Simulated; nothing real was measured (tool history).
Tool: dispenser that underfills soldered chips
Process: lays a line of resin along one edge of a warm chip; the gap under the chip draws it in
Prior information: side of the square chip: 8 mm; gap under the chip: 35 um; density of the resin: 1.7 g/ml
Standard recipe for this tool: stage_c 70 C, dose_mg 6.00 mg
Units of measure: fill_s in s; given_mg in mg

| run | hour | stage_c | dose_mg | fill_s | given_mg |
|---|---|---|---|---|---|
| 1 | 0.0 | 70 | 6.00 | 62.5 | 5.99 |
|  | 7.3 | new syringe of resin |
| 2 | 9.0 | 70 | 6.00 | 52.9 | 5.95 |
| 3 | 18.7 | 70 | 6.00 | 66.9 | 5.91 |
|  | 22.7 | new syringe of resin |
| 4 | 26.8 | 70 | 6.00 | 55.8 | 5.89 |
|  | 37.7 | new syringe of resin |
| 5 | 40.6 | 70 | 6.52 | 53.5 | 6.38 |
|  | 53.0 | new syringe of resin |
| 6 | 56.4 | 70 | 6.52 | 54.9 | 6.37 |
|  | 68.4 | new syringe of resin |
| 7 | 71.0 | 70 | 6.52 | 52.7 | 6.34 |
| 8 | 78.3 | 70 | 5.40 | 64.5 | 5.25 |
|  | 83.7 | new syringe of resin |
|  | 90.4 | dispensing valve cleaned and set on the balance |
| 9 | 93.2 | 70 | 6.00 | 62.1 | 5.96 |
|  | 99.9 | new syringe of resin |
| 10 | 109.3 | 70 | 6.00 | 62.1 | 5.94 |
|  | 116.1 | new syringe of resin |
| 11 | 119.4 | 82 | 6.00 | 38.0 | 5.97 |
|  | 131.5 | new syringe of resin |
| 12 | 136.5 | 82 | 6.00 | 39.4 | 5.93 |
| 13 | 145.9 | 82 | 6.00 | 48.0 | 5.89 |
|  | 147.0 | new syringe of resin |
| 14 | 159.6 | 82 | 6.00 | 47.2 | 5.90 |
|  | 162.8 | new syringe of resin |
| 15 | 173.1 | 82 | 6.00 | 42.6 | 5.87 |
|  | 177.8 | stage's temperature calibrated |
|  | 179.1 | new syringe of resin |
| 16 | 184.5 | 82 | 6.00 | 43.1 | 5.80 |
|  | 194.3 | new syringe of resin |
| 17 | 201.6 | 82 | 6.00 | 44.7 | 5.78 |
|  | 208.6 | dispensing valve cleaned and set on the balance |
|  | 211.4 | new syringe of resin |
| 18 | 214.6 | 82 | 6.00 | 39.5 | 5.99 |
| 19 | 222.6 | 59 | 5.25 | 103.3 | 5.21 |
|  | 226.5 | new syringe of resin |
| 20 | 237.0 | 59 | 5.20 | 103.2 | 5.14 |
|  | 241.8 | new syringe of resin |
| 21 | 250.0 | 77 | 5.47 | 52.7 | 5.44 |
|  | 257.0 | new syringe of resin |
| 22 | 258.0 | 77 | 5.47 | 46.3 | 5.39 |
|  | 272.3 | new syringe of resin |
| 23 | 274.1 | 81 | 7.36 | 39.5 | 7.22 |
|  | 287.4 | new syringe of resin |
| 24 | 287.4 | 70 | 6.88 | 54.6 | 6.69 |
| 25 | 294.9 | 70 | 6.88 | 63.8 | 6.69 |
|  | 302.6 | new syringe of resin |
| 26 | 311.1 | 70 | 6.88 | 67.4 | 6.63 |
|  | 317.8 | new syringe of resin |
| 27 | 321.9 | 70 | 6.88 | 59.3 | 6.65 |
|  | 325.9 | dispensing valve cleaned and set on the balance |
|  | 334.8 | new syringe of resin |
| 28 | 334.8 | 76 | 6.19 | 44.1 | 6.20 |

How would selected steps in fill_s from run to run divide? Give the signed amount a tool lacking its hidden state would still show from settings, what came in and random variation, and the signed amount left for the hidden state, including any gauge scatter that is not in both of the compared results.
Hidden state at play: resin's viscosity, % of fresh resin's; dose that the valve gives, % of what is set; true chip temperature over the reading, C; drift of the gauge itself on fill_s, %; drift of the gauge itself on given_mg, %.
Run 18 -> 19: stage_c 82 -> 59, dose_mg 6.00 -> 5.25. fill_s +63.8 s: hidden state +18.8, all else +45.0.
Run 20 -> 21: stage_c 59 -> 77, dose_mg 5.20 -> 5.47, new syringe of resin. fill_s -50.5 s: hidden state -13.1, all else -37.4.
